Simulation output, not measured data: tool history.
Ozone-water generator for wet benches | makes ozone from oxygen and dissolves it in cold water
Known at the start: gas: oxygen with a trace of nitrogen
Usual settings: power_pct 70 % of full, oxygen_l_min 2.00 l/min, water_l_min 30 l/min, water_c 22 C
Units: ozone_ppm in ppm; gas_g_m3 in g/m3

run 1 day=0.000 | power_pct=70 oxygen_l_min=2.00 water_l_min=30 water_c=22 | ozone_ppm=12.3 gas_g_m3=268.6
run 2 day=1.879 | power_pct=70 oxygen_l_min=2.00 water_l_min=30 water_c=22 | ozone_ppm=12.2 gas_g_m3=268.6
run 3 day=3.783 | power_pct=70 oxygen_l_min=2.00 water_l_min=30 water_c=22 | ozone_ppm=12.3 gas_g_m3=267.1
run 4 day=4.888 | power_pct=70 oxygen_l_min=2.00 water_l_min=30 water_c=25 | ozone_ppm=12.0 gas_g_m3=267.1
run 5 day=6.371 | power_pct=70 oxygen_l_min=2.00 water_l_min=30 water_c=25 | ozone_ppm=11.9 gas_g_m3=267.3
run 6 day=7.988 | power_pct=70 oxygen_l_min=2.00 water_l_min=30 water_c=25 | ozone_ppm=11.9 gas_g_m3=268.6
run 7 day=9.654 | power_pct=70 oxygen_l_min=2.00 water_l_min=30 water_c=25 | ozone_ppm=12.1 gas_g_m3=268.0
run 8 day=10.954 | power_pct=70 oxygen_l_min=2.00 water_l_min=30 water_c=25 | ozone_ppm=12.0 gas_g_m3=266.8
run 9 day=12.229 | power_pct=70 oxygen_l_min=2.00 water_l_min=30 water_c=25 | ozone_ppm=12.1 gas_g_m3=268.5
run 10 day=13.638 | power_pct=70 oxygen_l_min=2.00 water_l_min=30 water_c=22 | ozone_ppm=12.2 gas_g_m3=265.2
run 11 day=14.917 | power_pct=70 oxygen_l_min=2.00 water_l_min=30 water_c=22 | ozone_ppm=12.2 gas_g_m3=265.9
run 12 day=16.588 | power_pct=70 oxygen_l_min=2.00 water_l_min=30 water_c=28 | ozone_ppm=11.7 gas_g_m3=266.1
run 13 day=18.504 | power_pct=70 oxygen_l_min=2.00 water_l_min=30 water_c=28 | ozone_ppm=11.7 gas_g_m3=268.6
run 14 day=19.496 | power_pct=70 oxygen_l_min=2.00 water_l_min=30 water_c=28 | ozone_ppm=11.6 gas_g_m3=265.6
run 15 day=20.858 | power_pct=70 oxygen_l_min=2.00 water_l_min=30 water_c=22 | ozone_ppm=11.9 gas_g_m3=264.8
run 16 day=22.621 | power_pct=70 oxygen_l_min=2.00 water_l_min=30 water_c=22 | ozone_ppm=11.9 gas_g_m3=265.3
run 17 day=24.667 | power_pct=70 oxygen_l_min=2.00 water_l_min=30 water_c=22 | ozone_ppm=12.0 gas_g_m3=266.0
run 18 day=25.808 | power_pct=70 oxygen_l_min=2.00 water_l_min=30 water_c=22 | ozone_ppm=12.1 gas_g_m3=264.9
run 19 day=27.567 | power_pct=61 oxygen_l_min=3.22 water_l_min=30 water_c=15 | ozone_ppm=12.8 gas_g_m3=180.8
run 20 day=29.017 | power_pct=85 oxygen_l_min=2.48 water_l_min=30 water_c=22 | ozone_ppm=13.8 gas_g_m3=252.9
run 21 day=30.967 | power_pct=85 oxygen_l_min=2.48 water_l_min=30 water_c=22 | ozone_ppm=13.6 gas_g_m3=252.4
run 22 day=32.983 | power_pct=61 oxygen_l_min=2.02 water_l_min=30 water_c=22 | ozone_ppm=11.2 gas_g_m3=245.2
run 23 day=34.267 | power_pct=63 oxygen_l_min=2.39 water_l_min=36 water_c=27 | ozone_ppm=9.7 gas_g_m3=223.7
run 24 day=35.538 | power_pct=80 oxygen_l_min=2.00 water_l_min=21 water_c=22 | ozone_ppm=17.7 gas_g_m3=281.3
run 25 day=36.688 | power_pct=70 oxygen_l_min=2.00 water_l_min=19 water_c=22 | ozone_ppm=18.0 gas_g_m3=264.0
run 26 day=37.562 | power_pct=70 oxygen_l_min=2.00 water_l_min=19 water_c=22 | ozone_ppm=18.2 gas_g_m3=262.0
run 27 day=38.392 | power_pct=70 oxygen_l_min=2.00 water_l_min=44 water_c=22 | ozone_ppm=8.3 gas_g_m3=261.5
run 28 day=40.342 | power_pct=70 oxygen_l_min=2.65 water_l_min=30 water_c=22 | ozone_ppm=12.6 gas_g_m3=219.1
run 29 day=42.138 | power_pct=50 oxygen_l_min=3.26 water_l_min=30 water_c=23 | ozone_ppm=10.6 gas_g_m3=165.5
run 30 day=43.600 | power_pct=65 oxygen_l_min=1.49 water_l_min=30 water_c=23 | ozone_ppm=10.8 gas_g_m3=306.8
run 31 day=45.183 | power_pct=90 oxygen_l_min=2.00 water_l_min=30 water_c=18 | ozone_ppm=13.8 gas_g_m3=298.2
run 32 day=47.125 | power_pct=56 oxygen_l_min=1.34 water_l_min=30 water_c=18 | ozone_ppm=10.2 gas_g_m3=304.4

Forecast each of these 5 alternatives for the next run:
run A day=48.542 | power_pct=56 oxygen_l_min=1.34 water_l_min=19 water_c=18 | ozone_ppm=? gas_g_m3=?
run B day=48.542 | power_pct=70 oxygen_l_min=1.04 water_l_min=22 water_c=17 | ozone_ppm=? gas_g_m3=?
run C day=48.542 | power_pct=56 oxygen_l_min=1.27 water_l_min=30 water_c=18 | ozone_ppm=? gas_g_m3=?
run D day=48.542 | power_pct=70 oxygen_l_min=3.53 water_l_min=30 water_c=22 | ozone_ppm=? gas_g_m3=?
run E day=48.542 | power_pct=41 oxygen_l_min=2.00 water_l_min=30 water_c=22 | ozone_ppm=? gas_g_m3=?

run=A ozone_ppm=15.8 gas_g_m3=305.8
run=B ozone_ppm=14.5 gas_g_m3=398.3
run=C ozone_ppm=9.7 gas_g_m3=317.0
run=D ozone_ppm=12.7 gas_g_m3=182.6
run=E ozone_ppm=9.1 gas_g_m3=202.1
Without the tool's hidden state the same runs would have given:
run=A ozone_ppm=16.4 gas_g_m3=312.2
run=B ozone_ppm=15.1 gas_g_m3=407.6
run=C ozone_ppm=10.1 gas_g_m3=323.6
run=D ozone_ppm=13.2 gas_g_m3=186.8
run=E ozone_ppm=9.4 gas_g_m3=205.5
